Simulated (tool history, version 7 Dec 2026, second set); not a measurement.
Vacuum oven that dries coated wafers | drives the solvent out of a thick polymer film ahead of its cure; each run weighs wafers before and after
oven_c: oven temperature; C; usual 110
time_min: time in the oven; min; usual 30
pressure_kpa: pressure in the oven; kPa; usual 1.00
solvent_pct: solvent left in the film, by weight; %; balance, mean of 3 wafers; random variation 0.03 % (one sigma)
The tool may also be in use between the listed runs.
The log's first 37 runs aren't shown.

run    hour  oven_c  time_min  pressure_kpa  solvent_pct
 38   848.1     106        34          1.39         1.86
 39   865.8     110        32          3.01         2.17
 40   899.3     101        26          0.67         3.50
 41   931.0     101        26          0.67         3.53
 42   952.4     106        30          0.74         1.95
 43   976.6     109        30          1.59         1.97
 44   993.4     109        30          1.59         1.92
 45  1025.5     124        47          3.68         1.13
 46  1043.5      95        21          0.91         6.42
 47  1058.0      95        21          0.91         6.33

Forecast each of these 3 alternatives for the next run:
  A  1073.4      95        21          2.77            ?
  B  1073.4     116        30          3.19            ?
  C  1073.4     103        15          1.30            ?

run  solvent_pct
  A         7.51
  B         1.70
  C         6.44
Without the tool's hidden state the same runs would have given:
run  solvent_pct
  A         7.08
  B         1.49
  C         6.09
